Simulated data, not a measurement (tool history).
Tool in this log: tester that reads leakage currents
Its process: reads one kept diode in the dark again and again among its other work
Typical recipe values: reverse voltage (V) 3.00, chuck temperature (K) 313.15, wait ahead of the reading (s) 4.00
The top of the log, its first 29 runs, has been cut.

run	hour	reverse voltage (V)	chuck temperature (K)	wait ahead of the reading (s)	hours of work since the probe card was cleaned	hours of work since the tester was calibrated	hours of work since the chuck was calibrated	current that the tester gives (pA)
30	773.5	3.00	330.15	0.34	31	1270	168	110.36
31	799.6	3.00	330.15	0.34	46	1285	183	110.81
32	824.2	1.38	293.15	1.21	60	1299	197	4.48
33	859.8	1.38	293.15	1.21	81	1319	217	4.53
34	886.0	1.38	293.15	1.21	95	1334	232	4.46
35	918.9	2.43	318.15	8.02	114	1353	251	41.85
36	956.9	3.00	299.15	2.13	136	1374	272	10.43
37	974.1	1.10	327.15	3.23	146	1384	282	58.64
38	1010.9	1.18	295.15	1.49	167	1405	303	4.94
39	1032.8	1.18	295.15	1.49	179	1418	316	4.96

Consider 4 possible next runs. They are alternatives, not a sequence: every one starts from the tool as it was left by run 39. What does each give?
A	1063.0	13.19	326.15	1.04	196	1435	333	?
B	1063.0	16.76	313.15	8.86	196	1435	333	?
C	1063.0	5.80	322.15	2.02	196	1435	333	?
D	1063.0	11.55	309.15	5.60	196	1435	333	?

run	current that the tester gives (pA)
A	159.91
B	67.08
C	83.40
D	42.18
With the hidden condition removed and each run's random variation left untouched, the same runs would have given:
run	current that the tester gives (pA)
A	148.81
B	60.65
C	77.62
D	37.96
